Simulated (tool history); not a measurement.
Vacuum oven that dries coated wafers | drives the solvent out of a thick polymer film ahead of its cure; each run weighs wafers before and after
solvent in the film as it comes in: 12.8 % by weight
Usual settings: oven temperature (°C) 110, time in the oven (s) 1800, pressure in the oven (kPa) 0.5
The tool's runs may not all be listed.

run	hour	oven temperature (°C)	time in the oven (s)	pressure in the oven (kPa)	solvent left in the film (%)
1	0	110	1800	0.5	1.29
2	8.7	110	1800	0.5	1.26
3	17.4	110	1800	0.5	1.26
4	24	110	1800	0.5	1.3
5	30.6	110	1800	0.274	0.96
6	38	110	1800	0.274	0.99
7	45.4	110	1500	0.5	1.61
8	57.7	110	1800	0.5	1.32
9	70.9	110	1800	0.5	1.3
10	84.3	107	1800	1.127	2.51
11	94.8	110	1680	0.5	1.43
12	106.5	110	1680	0.5	1.43
# hour 109.1: vacuum gauge cleaned of residue and calibrated
13	121.1	119	2580	0.5	0.59
14	133	122	2040	1.761	1.61
15	143.3	109	2040	1.761	2.85
16	155.8	110	1740	0.871	1.84
17	168.4	110	1740	0.871	1.87
18	179.2	110	1740	0.871	1.86

Hidden state or all else? Some run-to-run changes of solvent left in the film (%), split into what the settings, what came in and random variation would give without the hidden state, and what is left for the hidden state (with any gauge scatter that isn't in both results):
The hidden state here: true wafer temperature over the reading, C; true pressure over the reading, kPa; drift of the gauge itself on solvent_pct, %.
Run 14 -> 15: oven temperature (°C) 122 -> 109. solvent left in the film (%) +1.24: hidden state +0.13, all else +1.11.

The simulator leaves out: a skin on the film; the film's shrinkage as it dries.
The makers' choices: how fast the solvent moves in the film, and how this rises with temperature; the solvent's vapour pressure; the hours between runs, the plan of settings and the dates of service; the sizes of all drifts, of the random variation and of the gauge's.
